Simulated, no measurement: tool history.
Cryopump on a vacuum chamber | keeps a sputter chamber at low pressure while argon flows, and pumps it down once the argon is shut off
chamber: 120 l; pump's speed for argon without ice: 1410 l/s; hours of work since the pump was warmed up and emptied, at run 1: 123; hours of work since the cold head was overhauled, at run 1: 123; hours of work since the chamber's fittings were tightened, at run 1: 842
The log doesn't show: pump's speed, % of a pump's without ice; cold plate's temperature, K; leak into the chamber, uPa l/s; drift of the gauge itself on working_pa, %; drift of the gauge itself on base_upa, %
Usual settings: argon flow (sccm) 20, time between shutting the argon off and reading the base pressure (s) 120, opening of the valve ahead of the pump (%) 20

run	day	argon flow (sccm)	time between shutting the argon off and reading the base pressure (s)	opening of the valve ahead of the pump (%)	hours of work since the pump was warmed up and emptied	hours of work since the cold head was overhauled	hours of work since the chamber's fittings were tightened	pressure while argon flows (Pa)	pressure after the wait (uPa)
1	0	20	120	20	123	123	842	0.1209	1.17
2	0.725	20	120	20	130	130	849	0.1206	1.2
3	1.442	38	120	20	137	137	856	0.2311	1.14
4	1.788	38	120	20	141	141	860	0.2309	1.17
5	2.312	38	120	20	146	146	865	0.2302	1.13
6	3.083	38	120	20	153	153	873	0.2303	1.18
7	3.529	38	120	20	158	158	877	0.2309	1.17
8	4.025	38	120	20	163	163	882	0.2299	1.17
9	4.854	38	120	20	171	171	890	0.2304	1.18
10	5.362	38	120	20	176	176	895	0.2313	1.2
11	6.146	38	120	20	184	184	903	0.2305	1.2
12	6.946	38	120	20	192	192	911	0.2336	1.22
13	7.754	38	120	20	200	200	919	0.2304	1.23
14	8.567	15	120	35	208	208	927	0.0527	1.17
15	9.133	32	77	20	213	213	932	0.1952	1.48
16	9.617	27	173	39	218	218	937	0.0861	1.17
17	10.125	27	173	54	223	223	942	0.0625	1.1
18	10.717	14	120	36	229	229	948	0.0484	1.21
19	11.354	35	120	47	235	235	954	0.0931	1.22
20	11.696	35	120	47	238	238	957	0.0941	1.28
21	12.467	8	87	23	246	246	965	0.0439	1.42
22	12.883	8	87	23	250	250	969	0.0429	1.42
23	13.488	20	25	46	256	256	975	0.0549	2.91

4 ways to go on from here, each from the tool as it stands after run 23. What would each give?
A	14.196	22	114	17	263	263	982	?	?
B	14.196	19	120	20	263	263	982	?	?
C	14.196	20	120	46	263	263	982	?	?
D	14.196	20	25	45	263	263	982	?	?

run	pressure while argon flows (Pa)	pressure after the wait (uPa)
A	0.1581	1.27
B	0.1166	1.26
C	0.054	1.27
D	0.0553	2.92
Without the tool's hidden state the same runs would have given:
run	pressure while argon flows (Pa)	pressure after the wait (uPa)
A	0.1554	0.66
B	0.1142	0.66
C	0.0515	0.65
D	0.0529	2.3
